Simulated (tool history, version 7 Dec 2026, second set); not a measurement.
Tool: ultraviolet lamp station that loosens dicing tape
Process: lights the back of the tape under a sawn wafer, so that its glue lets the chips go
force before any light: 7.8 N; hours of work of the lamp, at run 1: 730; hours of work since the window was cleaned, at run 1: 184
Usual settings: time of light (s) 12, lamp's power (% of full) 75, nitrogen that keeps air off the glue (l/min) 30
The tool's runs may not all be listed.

run    hour  time of light (s)  lamp's power (% of full)  nitrogen that keeps air off the glue (l/min)  hours of work of the lamp  hours of work since the window was cleaned  force that peels the tape off (N)  light that reached the tape (J/m2)
  1     0.0                 12                        75                                            30                        730                                         184                              0.348                                4400
  2    58.4                 12                        75                                            10                        777                                         230                              0.893                                4400
  3   154.1                 15                        75                                            30                        853                                         306                              0.252                                5220
  4   235.1                 12                        75                                            22                        917                                         370                              0.535                                4070
  5   314.6                 12                        75                                            22                        980                                         433                              0.571                                3960
  6   386.6                 12                        75                                            30                       1037                                         490                              0.457                                3930
  7   459.5                 12                        75                                            30                       1095                                         548                              0.468                                3770
  8   510.1                 12                        75                                            30                       1135                                         588                              0.513                                3740
      533.5  -- window cleaned of glue's vapour
  9   559.0                 12                        75                                            28                       1173                                          20                              0.444                                4100
 10   622.3                 12                        75                                            28                       1224                                          70                              0.462                                3980
      679.6  -- lamp changed
 11   685.2                 12                        75                                            30                          4                                         119                              0.233                                5350
 12   770.5                 12                        86                                            30                         72                                         187                              0.203                                5980
 13   842.9                 12                        86                                            30                        130                                         245                              0.198                                5860
 14   919.8                 12                        75                                            30                        191                                         306                              0.272                                4990
 15  1010.5                 10                        91                                            17                        262                                         378                              0.446                                4910
 16  1084.7                 10                        91                                            17                        321                                         436                              0.478                                4820
 17  1183.7                 14                        73                                            23                        400                                         515                              0.307                                5250
 18  1273.0                 14                        73                                            23                        471                                         586                              0.325                                5090
     1299.3  -- window cleaned of glue's vapour
 19  1315.1                  8                        83                                            14                        504                                          13                              1.008                                3650
 20  1401.6                 23                        83                                            16                        572                                          81                              0.167                               10150
 21  1500.1                 23                        83                                            16                        650                                         159                              0.159                                9780
 22  1559.8                 13                        78                                            58                        698                                         207                              0.184                                5090
 23  1617.5                 12                        75                                            58                        744                                         252                              0.223                                4490
 24  1670.6                 16                        75                                            30                        786                                         295                              0.213                                5880
 25  1715.3                 16                        75                                            51                        821                                         330                              0.170                                5730
 26  1778.7                  7                        88                                            12                        872                                         380                              1.619                                2920
 27  1872.4                 12                        75                                            53                        946                                         455                              0.274                                4100
 28  1932.5                 22                        63                                            53                        993                                         502                              0.159                                6190

Predict each of these 5 candidate next runs independently; none follows another, all start after run 28:
  A  2000.6                 16                        63                                            10                       1047                                         556                                  ?                                   ?
  B  2000.6                 21                        66                                            21                       1047                                         556                                  ?                                   ?
  C  2000.6                 12                        75                                            27                       1047                                         556                                  ?                                   ?
  D  2000.6                 16                        65                                            30                       1047                                         556                                  ?                                   ?
  E  2000.6                 22                        67                                            22                       1047                                         556                                  ?                                   ?

run  force that peels the tape off (N)  light that reached the tape (J/m2)
  A                              0.904                                4400
  B                              0.244                                6030
  C                              0.504                                3930
  D                              0.333                                4510
  E                              0.219                                6460
Without the tool's unlogged condition, the same runs would have read:
run  force that peels the tape off (N)  light that reached the tape (J/m2)
  A                              0.439                                6180
  B                              0.154                                8490
  C                              0.244                                5550
  D                              0.186                                6360
  E                              0.156                                9090
